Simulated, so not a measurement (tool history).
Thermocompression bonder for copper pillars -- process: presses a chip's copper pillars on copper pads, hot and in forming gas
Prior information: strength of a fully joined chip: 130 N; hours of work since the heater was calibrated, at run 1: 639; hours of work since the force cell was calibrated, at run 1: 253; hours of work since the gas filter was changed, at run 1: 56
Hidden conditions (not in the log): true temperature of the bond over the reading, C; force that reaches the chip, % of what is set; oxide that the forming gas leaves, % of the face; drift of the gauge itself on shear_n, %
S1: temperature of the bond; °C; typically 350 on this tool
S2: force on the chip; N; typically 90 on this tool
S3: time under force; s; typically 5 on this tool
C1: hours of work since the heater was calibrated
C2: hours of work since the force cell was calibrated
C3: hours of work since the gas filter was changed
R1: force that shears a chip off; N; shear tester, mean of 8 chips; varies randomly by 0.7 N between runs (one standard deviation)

{"run": 1, "hour": 0.0, "S1": 350, "S2": 90, "S3": 5, "C1": 639, "C2": 253, "C3": 56, "R1": 45.7}
{"run": 2, "hour": 33.1, "S1": 350, "S2": 90, "S3": 5, "C1": 662, "C2": 275, "C3": 78, "R1": 44.5}
{"run": 3, "hour": 54.4, "S1": 350, "S2": 90, "S3": 5, "C1": 676, "C2": 290, "C3": 93, "R1": 43.6}
{"run": 4, "hour": 89.7, "S1": 350, "S2": 90, "S3": 5, "C1": 700, "C2": 314, "C3": 117, "R1": 43.4}
{"run": 5, "hour": 126.2, "S1": 350, "S2": 90, "S3": 5, "C1": 725, "C2": 338, "C3": 141, "R1": 43.9}
{"run": 6, "hour": 159.4, "S1": 354, "S2": 90, "S3": 5, "C1": 747, "C2": 361, "C3": 164, "R1": 45.7}
{"run": 7, "hour": 181.9, "S1": 357, "S2": 90, "S3": 5, "C1": 763, "C2": 376, "C3": 179, "R1": 48.2}
{"run": 8, "hour": 211.7, "S1": 343, "S2": 90, "S3": 5, "C1": 783, "C2": 396, "C3": 199, "R1": 41.3}
{"run": 9, "hour": 231.9, "S1": 343, "S2": 82, "S3": 5, "C1": 797, "C2": 410, "C3": 213, "R1": 37.1}
{"run": 10, "hour": 259.9, "S1": 343, "S2": 82, "S3": 5, "C1": 816, "C2": 429, "C3": 232, "R1": 36.6}
{"run": 11, "hour": 287.4, "S1": 343, "S2": 82, "S3": 5, "C1": 834, "C2": 448, "C3": 251, "R1": 36.7}
{"run": 12, "hour": 311.0, "S1": 343, "S2": 82, "S3": 5, "C1": 850, "C2": 464, "C3": 267, "R1": 36.1}
{"run": 13, "hour": 342.4, "S1": 357, "S2": 82, "S3": 5, "C1": 872, "C2": 485, "C3": 288, "R1": 43.0}
{"run": 14, "hour": 375.2, "S1": 357, "S2": 66, "S3": 5, "C1": 894, "C2": 507, "C3": 310, "R1": 36.3}
{"run": 15, "hour": 398.5, "S1": 357, "S2": 66, "S3": 5, "C1": 910, "C2": 523, "C3": 326, "R1": 34.9}
{"run": 16, "hour": 420.0, "S1": 350, "S2": 90, "S3": 5, "C1": 924, "C2": 538, "C3": 341, "R1": 40.9}
{"run": 17, "hour": 436.1, "S1": 350, "S2": 90, "S3": 10, "C1": 935, "C2": 549, "C3": 352, "R1": 53.3}
{"run": 18, "hour": 462.8, "S1": 350, "S2": 90, "S3": 10, "C1": 953, "C2": 567, "C3": 370, "R1": 54.6}
{"hour": 488.7, "done": "forming gas filter changed"}
{"run": 19, "hour": 498.8, "S1": 350, "S2": 90, "S3": 10, "C1": 977, "C2": 591, "C3": 7, "R1": 58.4}
{"run": 20, "hour": 529.6, "S1": 369, "S2": 90, "S3": 10, "C1": 998, "C2": 612, "C3": 28, "R1": 67.9}
{"run": 21, "hour": 559.9, "S1": 369, "S2": 90, "S3": 10, "C1": 1019, "C2": 632, "C3": 48, "R1": 68.9}
{"run": 22, "hour": 578.1, "S1": 369, "S2": 90, "S3": 10, "C1": 1031, "C2": 645, "C3": 61, "R1": 66.7}
{"run": 23, "hour": 605.3, "S1": 369, "S2": 90, "S3": 10, "C1": 1050, "C2": 663, "C3": 79, "R1": 68.0}
{"run": 24, "hour": 628.4, "S1": 378, "S2": 90, "S3": 10, "C1": 1065, "C2": 679, "C3": 95, "R1": 73.6}
{"run": 25, "hour": 663.4, "S1": 360, "S2": 92, "S3": 8, "C1": 1089, "C2": 702, "C3": 119, "R1": 57.6}
{"run": 26, "hour": 692.3, "S1": 360, "S2": 92, "S3": 8, "C1": 1109, "C2": 722, "C3": 138, "R1": 59.2}
{"run": 27, "hour": 723.4, "S1": 360, "S2": 92, "S3": 8, "C1": 1130, "C2": 743, "C3": 159, "R1": 57.5}
{"run": 28, "hour": 754.8, "S1": 358, "S2": 70, "S3": 6, "C1": 1151, "C2": 764, "C3": 181, "R1": 41.1}
{"run": 29, "hour": 777.6, "S1": 350, "S2": 61, "S3": 10, "C1": 1167, "C2": 780, "C3": 196, "R1": 43.8}
{"run": 30, "hour": 813.0, "S1": 350, "S2": 61, "S3": 10, "C1": 1191, "C2": 804, "C3": 220, "R1": 42.8}
{"run": 31, "hour": 829.0, "S1": 326, "S2": 54, "S3": 6, "C1": 1201, "C2": 815, "C3": 231, "R1": 22.6}
{"run": 32, "hour": 865.7, "S1": 338, "S2": 73, "S3": 5, "C1": 1226, "C2": 840, "C3": 256, "R1": 30.0}
{"run": 33, "hour": 900.6, "S1": 364, "S2": 90, "S3": 7, "C1": 1250, "C2": 863, "C3": 280, "R1": 54.0}
{"run": 34, "hour": 936.4, "S1": 375, "S2": 119, "S3": 5, "C1": 1274, "C2": 888, "C3": 304, "R1": 62.9}
{"hour": 944.1, "done": "force cell calibrated"}
{"run": 35, "hour": 956.9, "S1": 357, "S2": 76, "S3": 5, "C1": 1287, "C2": 9, "C3": 317, "R1": 38.2}
{"run": 36, "hour": 992.8, "S1": 357, "S2": 76, "S3": 6, "C1": 1312, "C2": 33, "C3": 341, "R1": 40.7}
{"run": 37, "hour": 1029.0, "S1": 347, "S2": 90, "S3": 8, "C1": 1336, "C2": 58, "C3": 366, "R1": 44.7}
{"run": 38, "hour": 1053.7, "S1": 347, "S2": 90, "S3": 8, "C1": 1353, "C2": 74, "C3": 382, "R1": 46.2}

Consider 4 possible next runs. They are alternatives, not a sequence: every one starts from the tool as it was left by run 38. What does each give?
{"hour": 1059.4, "done": "forming gas filter changed"}
{"run": "A", "hour": 1077.7, "S1": 336, "S2": 62, "S3": 6, "C1": 1369, "C2": 90, "C3": 12, "R1": "?"}
{"hour": 1059.4, "done": "forming gas filter changed"}
{"run": "B", "hour": 1077.7, "S1": 347, "S2": 90, "S3": 3, "C1": 1369, "C2": 90, "C3": 12, "R1": "?"}
{"hour": 1059.4, "done": "forming gas filter changed"}
{"run": "C", "hour": 1077.7, "S1": 347, "S2": 113, "S3": 14, "C1": 1369, "C2": 90, "C3": 12, "R1": "?"}
{"hour": 1059.4, "done": "forming gas filter changed"}
{"run": "D", "hour": 1077.7, "S1": 328, "S2": 90, "S3": 5, "C1": 1369, "C2": 90, "C3": 12, "R1": "?"}

run=A R1=27.3
run=B R1=32.7
run=C R1=70.0
run=D R1=31.4
Had the tool no hidden state, the same runs would have come out as:
run=A R1=32.4
run=B R1=38.3
run=C R1=78.9
run=D R1=37.2
